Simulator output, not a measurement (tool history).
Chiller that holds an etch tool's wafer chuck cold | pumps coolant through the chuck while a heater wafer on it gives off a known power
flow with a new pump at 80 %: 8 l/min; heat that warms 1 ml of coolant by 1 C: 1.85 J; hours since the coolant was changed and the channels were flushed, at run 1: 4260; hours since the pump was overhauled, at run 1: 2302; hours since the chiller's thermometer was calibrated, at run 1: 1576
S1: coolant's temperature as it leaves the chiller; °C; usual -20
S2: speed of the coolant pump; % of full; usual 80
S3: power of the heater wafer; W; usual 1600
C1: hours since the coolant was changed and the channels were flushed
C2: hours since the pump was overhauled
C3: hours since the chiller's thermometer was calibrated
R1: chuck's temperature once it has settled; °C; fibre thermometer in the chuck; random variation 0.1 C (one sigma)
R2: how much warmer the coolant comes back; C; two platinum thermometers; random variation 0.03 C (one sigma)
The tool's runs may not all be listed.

run	day	S1	S2	S3	C1	C2	C3	R1	R2
1	0.000	-20	80	1600	4260	2302	1576	-7.8	6.44
2	5.279	-20	80	1571	4387	2429	1703	-8.1	6.38
3	8.800	-11	80	1600	4472	2513	1788	1.0	6.51
4	11.808	-20	80	1600	4544	2585	1860	-7.9	6.45
5	17.062	-18	80	1600	4670	2712	1986	-5.8	6.50
6	23.242	-18	80	1600	4818	2860	2134	-5.8	6.51
# day 23.867: chiller's thermometer calibrated
7	29.625	-18	80	1600	4970	3012	138	-6.0	6.51
8	36.167	-18	80	1600	5127	3169	295	-5.9	6.53
9	42.379	-25	80	1600	5277	3318	444	-13.2	6.53
10	46.721	-25	80	1600	5381	3422	549	-12.8	6.48
11	51.629	-25	80	1600	5499	3540	666	-12.8	6.48
12	56.396	-20	80	1600	5613	3655	781	-8.0	6.50
13	60.029	-12	80	1600	5700	3742	868	0.3	6.51
14	63.846	-12	80	1600	5792	3833	959	0.0	6.46
15	69.708	-12	80	1600	5932	3974	1100	0.2	6.49
16	75.904	-13	87	1600	6081	4123	1249	-1.7	6.02
17	81.179	-13	87	1600	6208	4249	1376	-1.8	5.94
18	86.342	-12	71	936	6332	4373	1499	-4.1	4.27
19	90.046	-30	88	904	6421	4462	1588	-23.7	3.38

Forecast each of these 3 alternatives for the next run:
A	95.367	-24	97	1039	6548	4590	1716	?	?
B	95.367	-24	62	966	6548	4590	1716	?	?
C	95.367	-30	74	980	6548	4590	1716	?	?

run	R1	R2
A	-17.3	3.52
B	-14.9	5.00
C	-22.1	4.24
Without the tool's hidden state the same runs would have given:
run	R1	R2
A	-17.3	3.52
B	-14.9	5.00
C	-22.1	4.24
